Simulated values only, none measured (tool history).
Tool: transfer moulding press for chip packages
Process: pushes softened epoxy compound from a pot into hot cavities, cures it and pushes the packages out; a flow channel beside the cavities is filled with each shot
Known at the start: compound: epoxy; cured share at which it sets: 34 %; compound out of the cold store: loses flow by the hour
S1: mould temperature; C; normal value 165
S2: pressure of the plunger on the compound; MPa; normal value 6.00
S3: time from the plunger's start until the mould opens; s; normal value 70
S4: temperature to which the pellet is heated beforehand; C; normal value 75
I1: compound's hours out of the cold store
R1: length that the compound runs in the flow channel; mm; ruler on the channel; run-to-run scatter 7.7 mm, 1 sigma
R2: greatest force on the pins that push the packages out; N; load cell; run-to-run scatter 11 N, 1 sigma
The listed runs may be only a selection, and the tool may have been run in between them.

run   hour   S1    S2  S3  S4    I1   R1   R2
  1    0.0  165  6.00  70  75  32.8  865  501
       8.6  -- cavities cleaned with cleaning compound and waxed
      19.5  -- plunger's sealing rings changed
  2   25.1  165  6.00  70  75  43.9  847  488
  3   47.9  165  6.00  70  75  46.2  848  488
      50.5  -- cavities cleaned with cleaning compound and waxed
  4   65.5  165  6.00  70  75  27.7  891  476
  5   86.1  165  6.00  70  75  24.4  905  488
      90.4  -- cavities cleaned with cleaning compound and waxed
  6  101.2  165  6.00  70  75  38.9  879  479
  7  122.7  165  6.00  70  75  41.5  845  494
     126.8  -- mould's thermocouples calibrated
     132.0  -- cavities cleaned with cleaning compound and waxed
  8  137.5  166  6.00  70  75  28.0  867  469
  9  155.7  166  4.62  95  68  16.6  789  414
     171.9  -- cavities cleaned with cleaning compound and waxed
 10  173.0  166  4.77  95  68  37.9  760  382
 11  192.2  167  4.52  95  71   9.7  801  397
 12  202.5  167  4.52  95  71  25.4  764  395
     211.4  -- cavities cleaned with cleaning compound and waxed
 13  225.5  167  5.36  95  81  18.2  853  394

Forecast each of these 5 alternatives for the next run:
  A  240.3  166  6.00  55  75  40.1   ?   ?
  B  240.3  168  6.78  95  84  47.8   ?   ?
  C  240.3  160  4.96  70  75  42.2   ?   ?
  D  240.3  164  5.36  95  81  19.2   ?   ?
  E  240.3  162  5.36  95  81  15.6   ?   ?

run   R1   R2
  A  843  798
  B  881  404
  C  792  653
  D  867  399
  E  868  426
With no hidden state in the tool, these same runs would have given:
run   R1   R2
  A  844  787
  B  882  399
  C  793  645
  D  868  394
  E  869  421
